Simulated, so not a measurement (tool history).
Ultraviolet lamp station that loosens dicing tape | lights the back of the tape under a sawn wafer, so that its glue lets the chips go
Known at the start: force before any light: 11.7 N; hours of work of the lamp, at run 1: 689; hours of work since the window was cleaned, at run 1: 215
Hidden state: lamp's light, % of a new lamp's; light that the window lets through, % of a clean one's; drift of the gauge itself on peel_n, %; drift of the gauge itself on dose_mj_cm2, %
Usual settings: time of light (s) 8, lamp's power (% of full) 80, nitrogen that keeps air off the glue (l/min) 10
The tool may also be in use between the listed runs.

run,hour,time of light (s),lamp's power (% of full),nitrogen that keeps air off the glue (l/min),hours of work of the lamp,hours of work since the window was cleaned,force that peels the tape off (N),light that reached the tape (J/m2)
1,0.0,8,80,10,689,215,1.222,2220
2,54.2,11,80,10,716,243,0.648,3010
3,115.7,12,80,10,748,275,0.556,3170
4,174.9,12,80,10,778,305,0.586,3070
# hour 187.8: window cleaned of glue's vapour
5,244.5,12,80,10,814,29,0.418,3540
6,326.9,8,80,19,856,71,0.665,2310
7,377.2,15,63,10,881,97,0.494,3400
8,445.0,7,63,14,916,132,1.977,1510
9,517.0,7,63,14,953,169,1.977,1480
10,590.9,7,63,14,991,206,2.134,1460

Some steps in force that peels the tape off (N) between neighbouring runs. How much of each would the tool show without its hidden state too (settings, what came in, random variation), and how much is left for the hidden state, with any gauge scatter that isn't in both results?
Run 7 -> 8: time of light (s) 15 -> 7, nitrogen that keeps air off the glue (l/min) 10 -> 14. force that peels the tape off (N) +1.483: hidden state +0.494, all else +0.989.
